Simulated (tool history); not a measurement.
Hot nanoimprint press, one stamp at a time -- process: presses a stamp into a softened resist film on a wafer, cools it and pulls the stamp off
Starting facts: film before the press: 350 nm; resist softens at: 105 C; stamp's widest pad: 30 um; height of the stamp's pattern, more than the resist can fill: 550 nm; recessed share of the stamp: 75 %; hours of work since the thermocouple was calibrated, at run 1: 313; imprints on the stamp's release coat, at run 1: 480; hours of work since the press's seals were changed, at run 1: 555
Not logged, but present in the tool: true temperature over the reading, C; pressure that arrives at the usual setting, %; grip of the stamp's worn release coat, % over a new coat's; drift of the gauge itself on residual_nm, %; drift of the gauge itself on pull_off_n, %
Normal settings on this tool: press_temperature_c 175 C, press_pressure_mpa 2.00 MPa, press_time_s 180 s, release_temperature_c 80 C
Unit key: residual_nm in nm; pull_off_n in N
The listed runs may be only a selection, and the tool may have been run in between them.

run     day  press_temperature_c  press_pressure_mpa  press_time_s  release_temperature_c  hours of work since the thermocouple was calibrated  imprints on the stamp's release coat  hours of work since the press's seals were changed  residual_nm  pull_off_n
  1   0.000                  175                2.00           180                     80                                                  313                                   480                                                 555        140.3       104.7
  2   0.946                  175                2.00           180                     80                                                  326                                   523                                                 567        140.8       105.3
  3   1.596                  175                2.00           180                     69                                                  334                                   552                                                 575        140.4       122.0
      2.483  -- plate thermocouple calibrated
  4   2.721                  175                2.00           180                     69                                                    3                                   597                                                 589        139.2       122.7
      4.208  -- stamp cleaned and given a new release coat
  5   4.258                  165                2.00           180                     80                                                   20                                     2                                                 605        206.7       104.6
  6   5.671                  175                1.65           180                     80                                                   38                                    66                                                 624        151.5       104.5
  7   6.996                  175                2.00           180                     80                                                   55                                   125                                                 641        138.0       104.6
  8   8.146                  175                2.00           180                     80                                                   70                                   176                                                 656        138.9       105.5
  9   9.138                  175                2.00           180                     80                                                   83                                   221                                                 669        138.6       104.3
 10  10.050                  175                2.00           180                     80                                                   95                                   262                                                 680        138.7       105.0
 11  10.900                  175                2.00           158                     80                                                  106                                   300                                                 691        145.4       106.2
 12  11.700                  175                2.00           158                     80                                                  116                                   336                                                 702        144.6       104.5
 13  12.583                  175                2.00           212                     80                                                  128                                   375                                                 713        128.1       105.1
 14  13.633                  175                2.00           212                     80                                                  142                                   422                                                 727        128.7       103.9
 15  14.350                  175                2.00           183                     80                                                  151                                   454                                                 736        136.3       106.7
     14.604  -- gauge calibrated
 16  15.704                  181                2.48           243                     67                                                  168                                   515                                                 754         86.7       126.7
 17  16.546                  175                1.87           141                     82                                                  179                                   553                                                 765        158.4       103.2
 18  17.575                  175                2.00           203                     81                                                  193                                   599                                                 778        134.1       103.4
     18.938  -- stamp cleaned and given a new release coat
 19  19.042                  186                2.56           180                     75                                                  209                                     5                                                 794         79.0       114.0
 20  20.104                  186                2.56           180                     75                                                  222                                    53                                                 808         78.0       111.0
 21  20.783                  176                2.23           180                     80                                                  231                                    83                                                 817        127.5       105.2
 22  22.167                  175                1.73           204                     74                                                  249                                   145                                                 834        141.8       113.5
 23  23.208                  167                1.64           257                     70                                                  263                                   192                                                 848        183.8       119.2
 24  24.171                  175                2.00           108                     82                                                  275                                   235                                                 860        167.9       102.2
 25  25.000                  166                2.40           180                     80                                                  286                                   272                                                 871        184.0       105.1
 26  26.346                  187                3.00           118                     75                                                  303                                   332                                                 889         84.1       113.4
 27  27.258                  182                2.00           154                     80                                                  315                                   373                                                 901        110.3       105.1
 28  28.221                  175                1.52           180                     80                                                  328                                   416                                                 913        157.2       104.9
 29  29.058                  176                1.66           108                     72                                                  339                                   454                                                 924        173.5       117.4
     29.642  -- plate thermocouple calibrated
 30  29.804                  177                1.60           180                     66                                                    2                                   481                                                 932        141.3       124.9

What if the next run were any one of these 3? Each begins from the tool's condition after run 30:
  A  30.688                  170                2.00           337                     77                                                   14                                   521                                                 944            ?           ?
  B  30.688                  177                2.00           180                     82                                                   14                                   521                                                 944            ?           ?
  C  30.688                  177                2.71           180                     66                                                   14                                   521                                                 944            ?           ?

run  residual_nm  pull_off_n
  A        132.6       111.2
  B        126.8       102.7
  C        109.0       126.7
Without the tool's unlogged condition, the same runs would have read:
run  residual_nm  pull_off_n
  A        135.7       110.9
  B        129.7       102.4
  C        111.5       126.3
